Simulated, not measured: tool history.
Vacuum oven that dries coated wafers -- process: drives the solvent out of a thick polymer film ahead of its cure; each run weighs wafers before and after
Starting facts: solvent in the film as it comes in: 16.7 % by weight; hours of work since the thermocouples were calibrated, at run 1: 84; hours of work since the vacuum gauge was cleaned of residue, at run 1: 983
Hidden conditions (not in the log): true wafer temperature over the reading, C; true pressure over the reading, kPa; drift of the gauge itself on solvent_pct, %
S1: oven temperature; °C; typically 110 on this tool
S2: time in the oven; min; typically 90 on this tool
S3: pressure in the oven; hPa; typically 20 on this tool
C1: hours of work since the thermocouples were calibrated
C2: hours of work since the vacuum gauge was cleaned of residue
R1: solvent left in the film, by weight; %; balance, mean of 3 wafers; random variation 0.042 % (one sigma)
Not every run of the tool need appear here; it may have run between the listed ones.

run 1 day=0 | S1=110 S2=90 S3=20 | C1=84 C2=983 | R1=2.25
run 2 day=1.679 | S1=110 S2=90 S3=20 | C1=113 C2=1012 | R1=2.27
run 3 day=2.542 | S1=110 S2=90 S3=20 | C1=128 C2=1027 | R1=2.37
run 4 day=3.579 | S1=110 S2=90 S3=20 | C1=146 C2=1045 | R1=2.26
run 5 day=4.608 | S1=110 S2=90 S3=20 | C1=164 C2=1063 | R1=2.3
run 6 day=5.662 | S1=110 S2=90 S3=20 | C1=183 C2=1081 | R1=2.2
run 7 day=7.258 | S1=118 S2=90 S3=20 | C1=210 C2=1109 | R1=1.32
run 8 day=8.442 | S1=118 S2=66 S3=20 | C1=231 C2=1129 | R1=1.58
run 9 day=10.175 | S1=118 S2=66 S3=20 | C1=261 C2=1159 | R1=1.57
run 10 day=11.3 | S1=110 S2=90 S3=20 | C1=281 C2=1179 | R1=2.22
run 11 day=12.212 | S1=110 S2=90 S3=20 | C1=296 C2=1195 | R1=2.18
run 12 day=14.042 | S1=110 S2=90 S3=20 | C1=328 C2=1227 | R1=2.32
run 13 day=15.338 | S1=110 S2=87 S3=20 | C1=351 C2=1249 | R1=2.34
run 14 day=16.658 | S1=110 S2=90 S3=20 | C1=374 C2=1272 | R1=2.25
run 15 day=17.875 | S1=110 S2=90 S3=20 | C1=395 C2=1293 | R1=2.29
run 16 day=18.912 | S1=110 S2=90 S3=20 | C1=413 C2=1311 | R1=2.27
run 17 day=20.092 | S1=110 S2=90 S3=20 | C1=433 C2=1332 | R1=2.27
run 18 day=20.925 | S1=110 S2=90 S3=20 | C1=448 C2=1346 | R1=2.27
run 19 day=22.771 | S1=110 S2=90 S3=20 | C1=480 C2=1378 | R1=2.22
run 20 day=23.729 | S1=110 S2=90 S3=20 | C1=496 C2=1395 | R1=2.27
run 21 day=24.583 | S1=110 S2=90 S3=20 | C1=511 C2=1410 | R1=2.3
run 22 day=26.3 | S1=110 S2=90 S3=20 | C1=541 C2=1440 | R1=2.29
run 23 day=27.971 | S1=110 S2=90 S3=20 | C1=570 C2=1469 | R1=2.31
run 24 day=29.625 | S1=110 S2=90 S3=17.2 | C1=599 C2=1497 | R1=2.18
run 25 day=31.183 | S1=110 S2=90 S3=17.2 | C1=626 C2=1524 | R1=2.15
run 26 day=32.671 | S1=103 S2=90 S3=10.3 | C1=652 C2=1550 | R1=3.3
run 27 day=34.458 | S1=110 S2=125 S3=20 | C1=683 C2=1581 | R1=1.81
run 28 day=35.496 | S1=110 S2=125 S3=20 | C1=701 C2=1599 | R1=1.83
run 29 day=37.05 | S1=97 S2=153 S3=31 | C1=728 C2=1626 | R1=4.97
run 30 day=38.738 | S1=115 S2=96 S3=20 | C1=757 C2=1656 | R1=1.54
run 31 day=39.671 | S1=103 S2=54 S3=20 | C1=773 C2=1672 | R1=5.89
run 32 day=40.696 | S1=114 S2=90 S3=65.1 | C1=791 C2=1690 | R1=3.98
run 33 day=41.854 | S1=114 S2=90 S3=38.3 | C1=811 C2=1710 | R1=2.62
-- day=42.817 oven's thermocouples calibrated
run 34 day=43.704 | S1=110 S2=89 S3=20 | C1=15 C2=1740 | R1=2.35
run 35 day=45.308 | S1=110 S2=81 S3=20 | C1=43 C2=1768 | R1=2.56
run 36 day=46.85 | S1=110 S2=117 S3=20 | C1=70 C2=1795 | R1=2.03
run 37 day=47.729 | S1=110 S2=117 S3=20 | C1=85 C2=1810 | R1=1.96
run 38 day=49.262 | S1=110 S2=117 S3=20 | C1=112 C2=1837 | R1=1.96
run 39 day=50.483 | S1=115 S2=65 S3=45 | C1=133 C2=1858 | R1=3.38
run 40 day=52.071 | S1=100 S2=90 S3=20 | C1=161 C2=1886 | R1=4.91
run 41 day=52.962 | S1=124 S2=74 S3=20 | C1=176 C2=1901 | R1=1.13
run 42 day=54.796 | S1=102 S2=73 S3=75.4 | C1=208 C2=1933 | R1=8.52
run 43 day=56.1 | S1=110 S2=139 S3=20 | C1=231 C2=1956 | R1=1.85
run 44 day=57.217 | S1=105 S2=94 S3=17.6 | C1=250 C2=1975 | R1=3.09
run 45 day=58.125 | S1=98 S2=90 S3=20 | C1=266 C2=1991 | R1=5.55
run 46 day=59.396 | S1=110 S2=54 S3=36.3 | C1=288 C2=2013 | R1=4.59
run 47 day=60.525 | S1=109 S2=63 S3=34.8 | C1=308 C2=2033 | R1=4.35

What if the next run were any one of these 4? Each begins from the tool's condition after run 47:
run A day=62.217 | S1=109 S2=83 S3=23.4 | C1=337 C2=2062 | R1=?
run B day=62.217 | S1=120 S2=89 S3=18.3 | C1=337 C2=2062 | R1=?
run C day=62.217 | S1=107 S2=157 S3=34.8 | C1=337 C2=2062 | R1=?
run D day=62.217 | S1=110 S2=90 S3=10.9 | C1=337 C2=2062 | R1=?

run=A R1=2.94
run=B R1=1.26
run=C R1=3.05
run=D R1=1.86
Take away the tool's hidden state, keep each run's random variation, and the runs would have read:
run=A R1=2.51
run=B R1=0.87
run=C R1=2.5
run=D R1=1.4
